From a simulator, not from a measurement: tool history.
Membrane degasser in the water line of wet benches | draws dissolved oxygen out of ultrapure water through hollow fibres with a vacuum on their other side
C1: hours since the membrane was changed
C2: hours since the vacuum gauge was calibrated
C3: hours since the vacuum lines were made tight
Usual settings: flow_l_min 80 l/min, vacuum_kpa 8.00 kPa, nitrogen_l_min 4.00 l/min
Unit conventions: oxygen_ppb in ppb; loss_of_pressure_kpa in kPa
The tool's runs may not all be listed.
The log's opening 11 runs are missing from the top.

run 12 hour=1156.6 | flow_l_min=80 vacuum_kpa=8.00 nitrogen_l_min=4.00 | C1=1785 C2=315 C3=1761 | oxygen_ppb=523.7 loss_of_pressure_kpa=68.19
run 13 hour=1235.4 | flow_l_min=80 vacuum_kpa=8.00 nitrogen_l_min=4.00 | C1=1864 C2=394 C3=1840 | oxygen_ppb=529.9 loss_of_pressure_kpa=69.06
run 14 hour=1327.0 | flow_l_min=80 vacuum_kpa=8.00 nitrogen_l_min=4.00 | C1=1955 C2=485 C3=1932 | oxygen_ppb=529.5 loss_of_pressure_kpa=68.58
run 15 hour=1457.9 | flow_l_min=80 vacuum_kpa=8.00 nitrogen_l_min=4.00 | C1=2086 C2=616 C3=2062 | oxygen_ppb=533.3 loss_of_pressure_kpa=68.85
run 16 hour=1560.5 | flow_l_min=80 vacuum_kpa=8.00 nitrogen_l_min=4.00 | C1=2189 C2=719 C3=2165 | oxygen_ppb=540.2 loss_of_pressure_kpa=69.04
run 17 hour=1625.5 | flow_l_min=80 vacuum_kpa=8.00 nitrogen_l_min=4.00 | C1=2254 C2=784 C3=2230 | oxygen_ppb=526.6 loss_of_pressure_kpa=69.02
run 18 hour=1693.8 | flow_l_min=110 vacuum_kpa=7.44 nitrogen_l_min=8.36 | C1=2322 C2=852 C3=2298 | oxygen_ppb=792.1 loss_of_pressure_kpa=94.87
run 19 hour=1819.8 | flow_l_min=96 vacuum_kpa=5.67 nitrogen_l_min=7.43 | C1=2448 C2=978 C3=2424 | oxygen_ppb=571.3 loss_of_pressure_kpa=82.60
run 20 hour=1960.9 | flow_l_min=58 vacuum_kpa=8.00 nitrogen_l_min=1.95 | C1=2589 C2=1119 C3=2565 | oxygen_ppb=430.0 loss_of_pressure_kpa=50.02
run 21 hour=2041.2 | flow_l_min=80 vacuum_kpa=12.59 nitrogen_l_min=4.00 | C1=2670 C2=1199 C3=2646 | oxygen_ppb=737.7 loss_of_pressure_kpa=69.64
run 22 hour=2115.8 | flow_l_min=52 vacuum_kpa=14.77 nitrogen_l_min=1.76 | C1=2744 C2=1274 C3=2720 | oxygen_ppb=761.5 loss_of_pressure_kpa=44.94
run 23 hour=2240.4 | flow_l_min=80 vacuum_kpa=8.00 nitrogen_l_min=5.16 | C1=2869 C2=1398 C3=2845 | oxygen_ppb=500.6 loss_of_pressure_kpa=69.45
run 24 hour=2352.7 | flow_l_min=78 vacuum_kpa=9.20 nitrogen_l_min=7.59 | C1=2981 C2=1511 C3=2957 | oxygen_ppb=463.8 loss_of_pressure_kpa=68.06
run 25 hour=2500.2 | flow_l_min=103 vacuum_kpa=9.20 nitrogen_l_min=7.59 | C1=3129 C2=1658 C3=3105 | oxygen_ppb=776.9 loss_of_pressure_kpa=89.84
run 26 hour=2566.3 | flow_l_min=126 vacuum_kpa=17.41 nitrogen_l_min=4.00 | C1=3195 C2=1724 C3=3171 | oxygen_ppb=1611.7 loss_of_pressure_kpa=109.13
run 27 hour=2727.3 | flow_l_min=126 vacuum_kpa=17.41 nitrogen_l_min=6.30 | C1=3356 C2=1885 C3=3332 | oxygen_ppb=1380.0 loss_of_pressure_kpa=109.99
run 28 hour=2867.2 | flow_l_min=106 vacuum_kpa=8.78 nitrogen_l_min=2.11 | C1=3496 C2=2025 C3=3472 | oxygen_ppb=1092.1 loss_of_pressure_kpa=92.58
run 29 hour=2968.6 | flow_l_min=54 vacuum_kpa=11.94 nitrogen_l_min=2.88 | C1=3597 C2=2127 C3=3573 | oxygen_ppb=477.2 loss_of_pressure_kpa=47.03
run 30 hour=3120.5 | flow_l_min=75 vacuum_kpa=5.21 nitrogen_l_min=4.07 | C1=3749 C2=2279 C3=3725 | oxygen_ppb=391.5 loss_of_pressure_kpa=66.02
run 31 hour=3252.2 | flow_l_min=75 vacuum_kpa=5.21 nitrogen_l_min=4.07 | C1=3881 C2=2410 C3=3857 | oxygen_ppb=392.6 loss_of_pressure_kpa=66.02

Forecast each of these 5 alternatives for the next run:
run A hour=3387.7 | flow_l_min=75 vacuum_kpa=13.18 nitrogen_l_min=3.48 | C1=4016 C2=2546 C3=3992 | oxygen_ppb=? loss_of_pressure_kpa=?
run B hour=3387.7 | flow_l_min=80 vacuum_kpa=6.19 nitrogen_l_min=4.00 | C1=4016 C2=2546 C3=3992 | oxygen_ppb=? loss_of_pressure_kpa=?
run C hour=3387.7 | flow_l_min=105 vacuum_kpa=18.92 nitrogen_l_min=6.11 | C1=4016 C2=2546 C3=3992 | oxygen_ppb=? loss_of_pressure_kpa=?
run D hour=3387.7 | flow_l_min=62 vacuum_kpa=8.00 nitrogen_l_min=4.00 | C1=4016 C2=2546 C3=3992 | oxygen_ppb=? loss_of_pressure_kpa=?
run E hour=3387.7 | flow_l_min=82 vacuum_kpa=7.50 nitrogen_l_min=4.07 | C1=4016 C2=2546 C3=3992 | oxygen_ppb=? loss_of_pressure_kpa=?

run=A oxygen_ppb=743.6 loss_of_pressure_kpa=66.10
run=B oxygen_ppb=491.6 loss_of_pressure_kpa=70.23
run=C oxygen_ppb=1152.4 loss_of_pressure_kpa=92.63
run=D oxygen_ppb=353.7 loss_of_pressure_kpa=54.80
run=E oxygen_ppb=562.1 loss_of_pressure_kpa=71.96
Take away the tool's hidden state, keep each run's random variation, and the runs would have read:
run=A oxygen_ppb=693.7 loss_of_pressure_kpa=63.10
run=B oxygen_ppb=434.9 loss_of_pressure_kpa=67.04
run=C oxygen_ppb=1079.6 loss_of_pressure_kpa=88.41
run=D oxygen_ppb=317.0 loss_of_pressure_kpa=52.31
run=E oxygen_ppb=504.2 loss_of_pressure_kpa=68.68

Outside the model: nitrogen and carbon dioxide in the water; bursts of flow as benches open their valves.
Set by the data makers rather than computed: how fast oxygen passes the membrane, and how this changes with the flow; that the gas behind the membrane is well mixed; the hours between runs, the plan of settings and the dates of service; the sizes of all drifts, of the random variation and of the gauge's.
